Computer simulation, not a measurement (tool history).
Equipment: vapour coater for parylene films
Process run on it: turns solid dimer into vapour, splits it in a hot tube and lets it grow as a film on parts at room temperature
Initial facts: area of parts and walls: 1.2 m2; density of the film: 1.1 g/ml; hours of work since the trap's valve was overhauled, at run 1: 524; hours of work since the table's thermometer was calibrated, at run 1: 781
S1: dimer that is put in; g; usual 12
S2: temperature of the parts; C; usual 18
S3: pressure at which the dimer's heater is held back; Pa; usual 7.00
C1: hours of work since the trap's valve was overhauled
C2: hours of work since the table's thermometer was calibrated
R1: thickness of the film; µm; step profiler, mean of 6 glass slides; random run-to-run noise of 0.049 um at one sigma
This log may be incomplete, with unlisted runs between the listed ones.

run 1 hour=0.0 | S1=12 S2=18 S3=7.00 | C1=524 C2=781 | R1=5.26
run 2 hour=31.6 | S1=12 S2=18 S3=7.00 | C1=546 C2=803 | R1=5.21
run 3 hour=65.5 | S1=12 S2=18 S3=7.00 | C1=569 C2=827 | R1=5.24
run 4 hour=82.9 | S1=12 S2=18 S3=7.00 | C1=581 C2=839 | R1=5.20
run 5 hour=102.2 | S1=12 S2=18 S3=7.00 | C1=595 C2=853 | R1=5.17
run 6 hour=129.9 | S1=12 S2=18 S3=7.00 | C1=614 C2=872 | R1=5.14
run 7 hour=158.2 | S1=12 S2=18 S3=7.00 | C1=634 C2=892 | R1=5.20
run 8 hour=174.7 | S1=12 S2=18 S3=7.00 | C1=645 C2=903 | R1=5.19
run 9 hour=192.6 | S1=12 S2=18 S3=7.00 | C1=658 C2=916 | R1=5.22
-- hour=198.9 trap's valve overhauled
run 10 hour=229.6 | S1=12 S2=18 S3=7.00 | C1=21 C2=939 | R1=4.85
run 11 hour=261.8 | S1=12 S2=18 S3=7.00 | C1=44 C2=961 | R1=4.74
-- hour=275.7 trap's valve overhauled, once more
run 12 hour=299.7 | S1=12 S2=18 S3=7.00 | C1=17 C2=985 | R1=5.69
run 13 hour=326.4 | S1=12 S2=18 S3=7.00 | C1=35 C2=1003 | R1=5.58
run 14 hour=350.3 | S1=12 S2=18 S3=7.00 | C1=52 C2=1020 | R1=5.65
run 15 hour=369.8 | S1=12 S2=18 S3=7.00 | C1=66 C2=1034 | R1=5.58
run 16 hour=397.6 | S1=12 S2=18 S3=7.00 | C1=85 C2=1053 | R1=5.57
run 17 hour=422.6 | S1=12 S2=18 S3=7.00 | C1=102 C2=1070 | R1=5.64
run 18 hour=445.6 | S1=15 S2=18 S3=2.32 | C1=118 C2=1086 | R1=8.43
run 19 hour=478.0 | S1=15 S2=14 S3=3.67 | C1=141 C2=1109 | R1=9.33
run 20 hour=501.5 | S1=12 S2=14 S3=3.67 | C1=157 C2=1125 | R1=7.39
run 21 hour=523.3 | S1=19 S2=12 S3=3.27 | C1=173 C2=1141 | R1=13.29
run 22 hour=544.3 | S1=9 S2=18 S3=7.00 | C1=187 C2=1155 | R1=4.11
run 23 hour=565.7 | S1=20 S2=19 S3=3.84 | C1=202 C2=1170 | R1=9.89
run 24 hour=590.5 | S1=20 S2=11 S3=3.84 | C1=219 C2=1187 | R1=14.12
run 25 hour=614.9 | S1=20 S2=11 S3=3.84 | C1=236 C2=1204 | R1=14.13
run 26 hour=628.5 | S1=12 S2=19 S3=3.84 | C1=246 C2=1214 | R1=5.81
run 27 hour=654.9 | S1=12 S2=19 S3=3.84 | C1=264 C2=1232 | R1=5.82
run 28 hour=668.6 | S1=12 S2=19 S3=3.84 | C1=274 C2=1242 | R1=5.79
run 29 hour=685.8 | S1=6 S2=29 S3=10.90 | C1=286 C2=1254 | R1=1.48
run 30 hour=716.6 | S1=6 S2=29 S3=10.90 | C1=307 C2=1275 | R1=1.47
run 31 hour=741.7 | S1=6 S2=29 S3=10.90 | C1=325 C2=1293 | R1=1.52
run 32 hour=768.8 | S1=9 S2=23 S3=3.68 | C1=344 C2=1312 | R1=3.58
run 33 hour=786.8 | S1=12 S2=18 S3=5.77 | C1=356 C2=1324 | R1=5.64

The logged runs with the hidden state left out (each run's random variation unchanged):
The hidden state here: vapour lost through the trap's worn valve, %; true temperature of the parts over the reading, C; drift of the gauge itself on film_um, %.
run=1 R1=5.64
run=2 R1=5.60
run=3 R1=5.65
run=4 R1=5.62
run=5 R1=5.59
run=6 R1=5.58
run=7 R1=5.65
run=8 R1=5.65
run=9 R1=5.70
run=10 R1=5.65
run=11 R1=5.55
run=12 R1=5.67
run=13 R1=5.57
run=14 R1=5.65
run=15 R1=5.59
run=16 R1=5.59
run=17 R1=5.68
run=18 R1=8.51
run=19 R1=9.44
run=20 R1=7.49
run=21 R1=13.50
run=22 R1=4.18
run=23 R1=10.09
run=24 R1=14.43
run=25 R1=14.47
run=26 R1=5.96
run=27 R1=5.98
run=28 R1=5.96
run=29 R1=1.53
run=30 R1=1.52
run=31 R1=1.58
run=32 R1=3.72
run=33 R1=5.87
